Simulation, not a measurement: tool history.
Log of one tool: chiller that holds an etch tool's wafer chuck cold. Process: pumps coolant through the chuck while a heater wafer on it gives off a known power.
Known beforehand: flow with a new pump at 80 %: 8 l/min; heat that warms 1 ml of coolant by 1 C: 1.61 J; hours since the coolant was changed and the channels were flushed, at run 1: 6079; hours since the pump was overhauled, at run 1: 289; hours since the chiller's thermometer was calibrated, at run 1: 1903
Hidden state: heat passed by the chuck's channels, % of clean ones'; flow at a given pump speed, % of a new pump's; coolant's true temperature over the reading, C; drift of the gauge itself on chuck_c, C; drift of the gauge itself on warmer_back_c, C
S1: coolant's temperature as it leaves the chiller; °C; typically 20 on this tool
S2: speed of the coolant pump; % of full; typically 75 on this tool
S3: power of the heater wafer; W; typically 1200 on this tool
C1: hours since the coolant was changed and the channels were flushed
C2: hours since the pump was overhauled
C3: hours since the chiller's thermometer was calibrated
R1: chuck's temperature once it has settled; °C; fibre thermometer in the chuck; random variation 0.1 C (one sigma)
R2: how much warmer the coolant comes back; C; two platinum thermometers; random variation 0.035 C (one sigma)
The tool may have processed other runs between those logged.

Run 1, hour 0: usual settings; C1 6079; C2 289; C3 1903. Result: R1 29.7 °C, R2 5.95 C.
Run 2, hour 31.5: usual settings but S1 10 °C; C1 6110; C2 321; C3 1934. Result: R1 19.8 °C, R2 5.97 C.
Run 3, hour 49.7: usual settings but S1 10 °C; C1 6129; C2 339; C3 1952. Result: R1 19.8 °C, R2 6.02 C.
Run 4, hour 67: usual settings but S2 68 % of full; C1 6146; C2 356; C3 1970. Result: R1 30.8 °C, R2 6.71 C.
Run 5, hour 91.7: usual settings but S2 84 % of full; C1 6171; C2 381; C3 1994. Result: R1 28.9 °C, R2 5.35 C.
Run 6, hour 121.9: usual settings but S2 92 % of full; C1 6201; C2 411; C3 2024. Result: R1 28.2 °C, R2 4.85 C.
Run 7, hour 148.7: usual settings but S2 92 % of full; C1 6228; C2 438; C3 2051. Result: R1 28.2 °C, R2 4.85 C.
Run 8, hour 183.1: usual settings but S2 92 % of full; C1 6262; C2 472; C3 2086. Result: R1 28.2 °C, R2 4.75 C.
At hour 207: chiller's thermometer calibrated.
Run 9, hour 220.7: usual settings but S1 26 °C, S2 92 % of full; C1 6299; C2 509; C3 14. Result: R1 34.1 °C, R2 4.72 C.
Run 10, hour 240.8: usual settings but S1 26 °C, S2 92 % of full; C1 6319; C2 529; C3 34. Result: R1 34.2 °C, R2 4.76 C.
Run 11, hour 271.2: usual settings but S1 10 °C, S3 790 W; C1 6349; C2 559; C3 64. Result: R1 16.4 °C, R2 3.99 C.
Run 12, hour 303.1: usual settings but S2 61 % of full, S3 1245 W; C1 6381; C2 591; C3 96. Result: R1 32.4 °C, R2 7.91 C.
Run 13, hour 326.2: usual settings but S1 12 °C, S2 80 % of full, S3 741 W; C1 6404; C2 614; C3 119. Result: R1 17.7 °C, R2 3.51 C.
Run 14, hour 355.2: usual settings but S1 22 °C, S2 88 % of full, S3 1276 W; C1 6433; C2 643; C3 148. Result: R1 31.3 °C, R2 5.31 C.
Run 15, hour 372: usual settings but S1 22 °C, S2 88 % of full, S3 1276 W; C1 6450; C2 660; C3 165. Result: R1 31 °C, R2 5.32 C.

Describe how what the log doesn't record of the tool's condition differs between the last listed run preceding each entry between runs and the first listed run following it.
Between runs 8 and 9: chiller's thermometer calibrated (hour 207)
  no difference in the tool's unlogged condition between these two runs
